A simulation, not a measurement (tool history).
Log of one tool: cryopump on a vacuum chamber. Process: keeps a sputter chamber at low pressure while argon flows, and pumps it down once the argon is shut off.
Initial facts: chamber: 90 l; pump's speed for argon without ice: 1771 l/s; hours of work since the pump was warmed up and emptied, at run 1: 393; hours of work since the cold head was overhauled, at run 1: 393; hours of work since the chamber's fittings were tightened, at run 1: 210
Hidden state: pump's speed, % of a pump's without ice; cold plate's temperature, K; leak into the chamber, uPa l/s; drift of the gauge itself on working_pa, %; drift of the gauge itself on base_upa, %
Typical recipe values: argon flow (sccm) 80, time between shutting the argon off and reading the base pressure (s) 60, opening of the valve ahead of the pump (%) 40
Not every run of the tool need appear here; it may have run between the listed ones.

run   hour  argon flow (sccm)  time between shutting the argon off and reading the base pressure (s)  opening of the valve ahead of the pump (%)  hours of work since the pump was warmed up and emptied  hours of work since the cold head was overhauled  hours of work since the chamber's fittings were tightened  pressure while argon flows (Pa)  pressure after the wait (uPa)
  1      0                 80                                                                     60                                          40                                                     393                                               393                                                        210                           0.2072                           1.62
  2   17.3                 80                                                                     60                                          40                                                     402                                               402                                                        219                           0.2089                           1.63
  3   34.2                 80                                                                     60                                          40                                                     411                                               411                                                        228                            0.208                           1.66
  4   53.1                 80                                                                     60                                          40                                                     421                                               421                                                        238                           0.2089                           1.77
  5   66.4                 38                                                                     60                                          40                                                     428                                               428                                                        245                           0.0999                           1.66
  6   83.4                 80                                                                     60                                          40                                                     436                                               436                                                        254                           0.2091                           1.72
  7   98.9                 80                                                                     60                                          40                                                     445                                               445                                                        262                           0.2099                            1.7
  8  116.2                 80                                                                     60                                          40                                                     454                                               454                                                        271                           0.2085                           1.74
  9  137.5                 57                                                                     20                                          40                                                     465                                               465                                                        282                           0.1499                           4.29

For run 10, what comes out?
 10  155.2                 80                                                                     23                                          40                                                     474                                               474                                                        291                                ?                              ?

pressure while argon flows (Pa): 0.2124
pressure after the wait (uPa): 3.89
On a tool with no hidden condition, and with the same random variation, this run would have come out at pressure while argon flows (Pa) 0.1915, pressure after the wait (uPa) 3.64.
